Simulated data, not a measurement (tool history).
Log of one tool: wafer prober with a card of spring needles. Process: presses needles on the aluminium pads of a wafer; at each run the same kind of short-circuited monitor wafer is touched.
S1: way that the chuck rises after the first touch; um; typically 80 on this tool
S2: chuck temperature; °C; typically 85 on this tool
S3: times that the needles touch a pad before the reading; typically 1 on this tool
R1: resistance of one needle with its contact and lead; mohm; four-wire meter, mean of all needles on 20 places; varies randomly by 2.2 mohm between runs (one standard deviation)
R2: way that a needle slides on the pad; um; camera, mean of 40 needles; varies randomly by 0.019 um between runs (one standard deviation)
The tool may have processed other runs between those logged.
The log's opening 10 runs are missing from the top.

run   hour   S1   S2  S3   R1     R2
      77.1  -- tips cleaned on abrasive film
 11   79.5  100   85   1  239  15.49
      88.0  -- tips cleaned on abrasive film
 12   88.6  100   85   1  239  15.49
 13   95.0  100   85   1  247  15.55
      98.8  -- tips cleaned on abrasive film
 14  100.5  100   85   1  241  15.49
 15  108.5  100   85   1  238  15.50
     109.9  -- tips cleaned on abrasive film
 16  117.4   78   85   1  243  12.10
     121.2  -- tips cleaned on abrasive film
 17  126.7   80   85   1  247  12.48
     132.1  -- tips cleaned on abrasive film
 18  132.1   97   33   1  226  15.09
 19  142.4   97   33   1  233  15.15
     143.6  -- tips cleaned on abrasive film
 20  152.4   75   85   1  242  11.68
     154.8  -- tips cleaned on abrasive film
 21  160.6   75   41   3  230  11.74
     166.5  -- tips cleaned on abrasive film
 22  172.8   72   53   2  237  11.29
     177.8  -- tips cleaned on abrasive film
 23  178.5   73   42   2  235  11.43
     188.9  -- tips cleaned on abrasive film
 24  189.0   73   40   2  228  11.42
 25  194.7   73   55   2  237  11.43
     199.7  -- tips cleaned on abrasive film
 26  206.5   73   87   2  244  11.46
     210.4  -- tips cleaned on abrasive film
 27  212.0   80   85   1  246  12.51
     214.6  -- gauge calibrated
     221.6  -- tips cleaned on abrasive film
 28  222.1   95   60   3  235  14.52
 29  230.9   60   86   1  244   9.20
     232.7  -- tips cleaned on abrasive film
 30  242.9   68  103   2  246  10.44
     243.8  -- tips cleaned on abrasive film
     254.7  -- tips cleaned on abrasive film
 31  254.7   73   44   1  234  11.25
     260.1  -- height of the first contact set anew
 32  263.2   93   36   1  227  14.32
     266.1  -- tips cleaned on abrasive film
 33  275.2   93   31   1  228  14.33
     277.3  -- tips cleaned on abrasive film
 34  286.7   67   84   1  246  10.34

Each row is a separate what-if for the run after 34, all from the same tool condition, not one after another. Results?
     289.0  -- tips cleaned on abrasive film
  A  297.6  66  52   2   ?   ?
     289.0  -- tips cleaned on abrasive film
  B  297.6  67  37   2   ?   ?
     289.0  -- tips cleaned on abrasive film
  C  297.6  67  30   1   ?   ?

run   R1     R2
  A  234  10.23
  B  229  10.35
  C  228  10.36
With the hidden condition removed and each run's random variation left untouched, the same runs would have given:
run   R1     R2
  A  234  10.13
  B  228  10.24
  C  228  10.26
